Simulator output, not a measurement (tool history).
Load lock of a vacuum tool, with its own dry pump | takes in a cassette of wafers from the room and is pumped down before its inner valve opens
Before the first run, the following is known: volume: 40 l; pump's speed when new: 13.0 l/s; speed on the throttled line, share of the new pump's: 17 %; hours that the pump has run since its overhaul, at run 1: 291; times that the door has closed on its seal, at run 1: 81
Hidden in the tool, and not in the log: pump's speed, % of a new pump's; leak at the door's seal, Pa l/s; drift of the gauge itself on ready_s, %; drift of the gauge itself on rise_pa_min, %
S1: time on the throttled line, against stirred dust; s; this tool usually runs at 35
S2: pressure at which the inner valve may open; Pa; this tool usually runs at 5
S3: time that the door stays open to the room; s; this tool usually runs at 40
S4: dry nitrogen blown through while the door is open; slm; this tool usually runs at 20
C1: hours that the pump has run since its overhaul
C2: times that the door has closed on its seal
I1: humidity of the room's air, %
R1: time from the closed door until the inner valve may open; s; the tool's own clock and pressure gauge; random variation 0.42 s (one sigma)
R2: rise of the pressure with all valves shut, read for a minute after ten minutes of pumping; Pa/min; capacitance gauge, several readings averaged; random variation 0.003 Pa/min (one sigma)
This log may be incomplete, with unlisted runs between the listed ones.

{"run": 1, "hour": 0.0, "S1": 35, "S2": 5, "S3": 40, "S4": 20, "C1": 291, "C2": 81, "I1": 46.3, "R1": 60.2, "R2": 0.024}
{"run": 2, "hour": 72.8, "S1": 35, "S2": 5, "S3": 203, "S4": 20, "C1": 363, "C2": 318, "I1": 46, "R1": 59.3, "R2": 0.052}
{"run": 3, "hour": 114.3, "S1": 35, "S2": 5, "S3": 203, "S4": 20, "C1": 405, "C2": 452, "I1": 43.7, "R1": 60.4, "R2": 0.043}
{"run": 4, "hour": 181.1, "S1": 35, "S2": 5, "S3": 40, "S4": 20, "C1": 472, "C2": 669, "I1": 43.7, "R1": 60.7, "R2": 0.025}
{"run": 5, "hour": 223.0, "S1": 35, "S2": 10, "S3": 40, "S4": 20, "C1": 514, "C2": 805, "I1": 44.5, "R1": 58, "R2": 0.023}
{"run": 6, "hour": 264.6, "S1": 35, "S2": 10, "S3": 40, "S4": 20, "C1": 555, "C2": 940, "I1": 45.4, "R1": 57.5, "R2": 0.024}
{"run": 7, "hour": 347.1, "S1": 35, "S2": 5, "S3": 40, "S4": 20, "C1": 638, "C2": 1207, "I1": 47.5, "R1": 59.9, "R2": 0.021}
{"run": 8, "hour": 422.3, "S1": 35, "S2": 5, "S3": 40, "S4": 20, "C1": 713, "C2": 1452, "I1": 46.4, "R1": 60.4, "R2": 0.02}
{"run": 9, "hour": 463.8, "S1": 35, "S2": 5, "S3": 28, "S4": 20, "C1": 754, "C2": 1586, "I1": 45.9, "R1": 60.2, "R2": 0.023}
{"run": 10, "hour": 520.2, "S1": 35, "S2": 5, "S3": 28, "S4": 20, "C1": 811, "C2": 1769, "I1": 44.4, "R1": 61, "R2": 0.023}
{"run": 11, "hour": 593.9, "S1": 35, "S2": 5, "S3": 40, "S4": 4, "C1": 884, "C2": 2008, "I1": 43.3, "R1": 60.8, "R2": 0.036}
{"run": 12, "hour": 635.3, "S1": 35, "S2": 5, "S3": 40, "S4": 27, "C1": 926, "C2": 2143, "I1": 44.7, "R1": 60.9, "R2": 0.021}
{"run": 13, "hour": 678.0, "S1": 35, "S2": 5, "S3": 40, "S4": 27, "C1": 969, "C2": 2281, "I1": 43.2, "R1": 60.7, "R2": 0.021}
{"run": 14, "hour": 750.8, "S1": 20, "S2": 5, "S3": 40, "S4": 20, "C1": 1041, "C2": 2517, "I1": 43.4, "R1": 47.7, "R2": 0.029}
{"run": 15, "hour": 796.7, "S1": 20, "S2": 5, "S3": 40, "S4": 20, "C1": 1087, "C2": 2666, "I1": 42.2, "R1": 48.8, "R2": 0.022}
{"run": 16, "hour": 867.2, "S1": 20, "S2": 5, "S3": 40, "S4": 20, "C1": 1158, "C2": 2895, "I1": 46, "R1": 47.4, "R2": 0.023}
{"run": 17, "hour": 927.9, "S1": 20, "S2": 5, "S3": 40, "S4": 20, "C1": 1218, "C2": 3092, "I1": 44.4, "R1": 48.1, "R2": 0.022}
{"run": 18, "hour": 1005.7, "S1": 20, "S2": 5, "S3": 40, "S4": 20, "C1": 1296, "C2": 3344, "I1": 46, "R1": 47.8, "R2": 0.021}
{"run": 19, "hour": 1093.3, "S1": 20, "S2": 5, "S3": 40, "S4": 20, "C1": 1384, "C2": 3628, "I1": 43.8, "R1": 48.2, "R2": 0.024}
{"run": 20, "hour": 1153.1, "S1": 50, "S2": 7, "S3": 40, "S4": 20, "C1": 1444, "C2": 3822, "I1": 43.8, "R1": 71.6, "R2": 0.023}
{"run": 21, "hour": 1214.3, "S1": 35, "S2": 5, "S3": 97, "S4": 14, "C1": 1505, "C2": 4021, "I1": 44.4, "R1": 59.5, "R2": 0.04}
{"run": 22, "hour": 1290.3, "S1": 35, "S2": 5, "S3": 97, "S4": 14, "C1": 1581, "C2": 4267, "I1": 42, "R1": 60.6, "R2": 0.036}
{"run": 23, "hour": 1335.8, "S1": 70, "S2": 4, "S3": 133, "S4": 18, "C1": 1626, "C2": 4415, "I1": 45.2, "R1": 91.4, "R2": 0.046}
{"run": 24, "hour": 1385.6, "S1": 55, "S2": 5, "S3": 40, "S4": 18, "C1": 1676, "C2": 4577, "I1": 45.2, "R1": 77.1, "R2": 0.023}
{"run": 25, "hour": 1465.0, "S1": 55, "S2": 5, "S3": 40, "S4": 18, "C1": 1756, "C2": 4834, "I1": 50, "R1": 77.7, "R2": 0.031}
{"run": 26, "hour": 1550.0, "S1": 56, "S2": 5, "S3": 40, "S4": 8, "C1": 1841, "C2": 5110, "I1": 42.9, "R1": 77.9, "R2": 0.032}
{"run": 27, "hour": 1623.9, "S1": 56, "S2": 5, "S3": 40, "S4": 8, "C1": 1914, "C2": 5350, "I1": 48.2, "R1": 78.7, "R2": 0.034}
{"run": 28, "hour": 1702.6, "S1": 52, "S2": 10, "S3": 40, "S4": 20, "C1": 1993, "C2": 5605, "I1": 47.2, "R1": 73, "R2": 0.028}
{"run": 29, "hour": 1766.4, "S1": 58, "S2": 5, "S3": 99, "S4": 18, "C1": 2057, "C2": 5812, "I1": 48.5, "R1": 80.9, "R2": 0.041}
{"run": 30, "hour": 1825.6, "S1": 19, "S2": 9, "S3": 50, "S4": 37, "C1": 2116, "C2": 6004, "I1": 46.7, "R1": 45.8, "R2": 0.03}
{"run": 31, "hour": 1886.4, "S1": 22, "S2": 5, "S3": 40, "S4": 20, "C1": 2177, "C2": 6201, "I1": 42.1, "R1": 50.2, "R2": 0.027}
{"run": 32, "hour": 1939.7, "S1": 22, "S2": 8, "S3": 155, "S4": 14, "C1": 2230, "C2": 6374, "I1": 43.6, "R1": 48.6, "R2": 0.053}
{"run": 33, "hour": 2002.4, "S1": 22, "S2": 8, "S3": 155, "S4": 14, "C1": 2293, "C2": 6577, "I1": 43.7, "R1": 49, "R2": 0.047}
{"run": 34, "hour": 2068.3, "S1": 22, "S2": 8, "S3": 155, "S4": 14, "C1": 2359, "C2": 6791, "I1": 49.2, "R1": 48.6, "R2": 0.06}
{"run": 35, "hour": 2147.6, "S1": 20, "S2": 8, "S3": 28, "S4": 9, "C1": 2438, "C2": 7048, "I1": 42.7, "R1": 47.5, "R2": 0.03}
{"run": 36, "hour": 2246.1, "S1": 20, "S2": 8, "S3": 28, "S4": 9, "C1": 2537, "C2": 7368, "I1": 45.9, "R1": 47.7, "R2": 0.031}

Selected run-to-run steps in R1, each split into two signed amounts: the part the tool would show with no hidden state at all (from settings, incoming material and random variation), and the remainder, which goes to the hidden state together with any gauge scatter not common to the measured and the hidden-state-free results:
Run 1 -> 2: S3 40 -> 203. R1 -0.9 s: hidden state +0.1, all else -1.
Run 6 -> 7: S2 10 -> 5. R1 +2.4 s: hidden state +0.2, all else +2.2.
Run 19 -> 20: S1 20 -> 50, S2 5 -> 7. R1 +23.4 s: hidden state -0.1, all else +23.5.
Run 22 -> 23: S1 35 -> 70, S2 5 -> 4, S3 97 -> 133, S4 14 -> 18. R1 +30.8 s: hidden state +0, all else +30.8.
Run 29 -> 30: S1 58 -> 19, S2 5 -> 9, S3 99 -> 50, S4 18 -> 37. R1 -35.1 s: hidden state +0.2, all else -35.3.
